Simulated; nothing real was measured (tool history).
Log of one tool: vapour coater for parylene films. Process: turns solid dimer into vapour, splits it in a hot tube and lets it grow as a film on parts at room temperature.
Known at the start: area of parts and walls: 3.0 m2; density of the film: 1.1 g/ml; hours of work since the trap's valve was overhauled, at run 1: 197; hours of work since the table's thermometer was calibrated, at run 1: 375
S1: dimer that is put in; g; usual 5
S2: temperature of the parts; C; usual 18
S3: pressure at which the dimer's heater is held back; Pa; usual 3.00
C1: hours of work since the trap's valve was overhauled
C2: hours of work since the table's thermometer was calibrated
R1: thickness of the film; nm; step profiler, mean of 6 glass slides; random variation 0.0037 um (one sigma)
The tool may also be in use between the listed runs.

run	hour	S1	S2	S3	C1	C2	R1
1	0.0	5	18	3.00	197	375	825
2	17.3	5	18	3.00	207	385	822
3	25.5	5	18	3.00	212	389	820
# hour 31.3: trap's valve overhauled
4	39.4	5	18	3.00	5	395	854
5	49.7	5	18	3.00	10	401	851
6	67.1	5	18	3.00	20	411	853
7	76.4	5	18	3.00	26	416	852
8	92.9	6	18	3.00	35	425	1010
9	100.7	3	18	3.00	40	430	510
10	109.1	5	18	3.00	44	435	846
11	122.2	5	18	3.00	52	442	847
12	132.3	7	18	3.00	58	448	1174
# hour 134.5: table's thermometer calibrated
13	145.7	7	18	2.43	65	6	1216

Run 14 comes next. What will it give?
14	155.6	5	11	10.68	70	12	?

R1: 890 nm
Without the tool's hidden state the same run would have given R1 920 nm.
